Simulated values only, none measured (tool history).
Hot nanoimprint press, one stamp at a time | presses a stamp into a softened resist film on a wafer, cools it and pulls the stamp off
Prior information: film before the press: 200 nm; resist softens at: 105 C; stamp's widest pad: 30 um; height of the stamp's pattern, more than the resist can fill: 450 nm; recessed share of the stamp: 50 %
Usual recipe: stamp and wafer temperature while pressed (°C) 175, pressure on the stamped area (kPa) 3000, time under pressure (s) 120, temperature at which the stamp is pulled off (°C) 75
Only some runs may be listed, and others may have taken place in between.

run,day,stamp and wafer temperature while pressed (°C),pressure on the stamped area (kPa),time under pressure (s),temperature at which the stamp is pulled off (°C),resist left under the stamp's widest pad (angstrom),greatest force while the stamp is pulled off (N)
1,0,175,3000,120,75,686,226
2,0.217,175,3000,120,75,687.1,227
3,0.692,175,3000,120,75,685.6,227
4,1.054,175,3000,120,75,685.8,229
5,1.35,175,3000,120,75,686,228
6,1.662,175,3000,120,75,686.8,229
# day 2.117: plate thermocouple calibrated
7,2.204,175,3000,120,75,710.6,231
8,2.429,175,3000,120,75,708.9,234
9,2.75,175,3000,120,75,710.9,230
10,3.1,175,3000,120,75,711.6,231
11,3.458,175,3000,120,75,710.9,233
12,3.875,175,3000,120,75,709.7,232
13,4.329,175,3000,120,75,709.8,232
# day 4.65: stamp cleaned and given a new release coat
14,4.912,175,2210,120,75,819.5,213
15,5.371,175,1830,120,75,894.5,213
16,5.842,175,3000,128,80,693.3,193
17,6.088,175,4280,128,77,580.5,208
18,6.329,175,3430,211,75,525.3,216
19,6.583,175,3430,157,63,595.9,261
20,6.983,175,3430,157,63,593.7,264
21,7.279,175,3430,157,63,595.1,258
22,7.767,183,3000,79,75,591.6,215
23,8.138,174,3000,120,75,744,218
24,8.467,175,3930,88,79,707.8,201
25,8.842,175,3000,160,74,629.8,219
26,9.117,175,3000,160,74,629.1,221

Run 27, settings as shown, results not yet in. Your forecast:
27,9.421,173,2930,120,73,?,?

resist left under the stamp's widest pad (angstrom): 786.8
greatest force while the stamp is pulled off (N): 223
The same run, on a tool lacking any hidden state, would have yielded resist left under the stamp's widest pad (angstrom) 782.4, greatest force while the stamp is pulled off (N) 219.
